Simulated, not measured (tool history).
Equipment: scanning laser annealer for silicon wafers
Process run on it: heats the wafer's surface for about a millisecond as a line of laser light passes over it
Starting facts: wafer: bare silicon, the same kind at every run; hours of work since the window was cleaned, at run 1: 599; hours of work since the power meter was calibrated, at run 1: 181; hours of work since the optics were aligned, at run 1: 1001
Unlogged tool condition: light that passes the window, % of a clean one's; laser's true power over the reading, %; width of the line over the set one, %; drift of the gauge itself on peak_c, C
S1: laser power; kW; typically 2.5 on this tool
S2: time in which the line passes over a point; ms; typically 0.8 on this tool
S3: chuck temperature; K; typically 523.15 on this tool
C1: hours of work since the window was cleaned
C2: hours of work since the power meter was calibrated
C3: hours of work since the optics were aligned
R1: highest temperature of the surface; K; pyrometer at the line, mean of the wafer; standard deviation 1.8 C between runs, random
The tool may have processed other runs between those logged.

run	hour	S1	S2	S3	C1	C2	C3	R1
1	0	2.5	0.8	523.15	599	181	1001	1206.15
2	19.7	2.5	0.8	523.15	610	192	1012	1208.15
3	30.6	2.5	0.8	523.15	616	198	1018	1206.15
4	49.6	2.5	0.575	523.15	626	208	1029	1111.15
5	66.5	2.461	0.575	523.15	636	218	1038	1100.15
6	79	2.5	0.8	523.15	643	225	1045	1208.15
7	91.5	2.5	0.999	523.15	650	232	1052	1281.15
8	110.5	2.5	0.999	523.15	661	243	1063	1283.15
9	120.6	2.5	0.999	523.15	666	248	1068	1277.15
10	137.2	2.571	0.8	523.15	676	258	1078	1229.15
11	158	2.255	0.62	496.15	687	269	1089	1044.15
12	172.4	2.255	0.62	496.15	695	277	1097	1045.15
13	188.9	2.222	0.66	545.15	705	287	1107	1099.15
14	199.6	2.222	0.66	545.15	711	293	1113	1102.15
15	213.7	2.524	0.591	545.15	719	300	1121	1141.15
16	226.5	2.46	0.792	529.15	726	308	1128	1198.15

Run 17 has not been measured yet. What should we expect?
17	245.3	2.5	0.829	512.15	736	318	1138	?

{"run 17": {"R1": 1204.15}}
Minus the tool's unlogged condition, the same run would have read R1 1225.15 K.
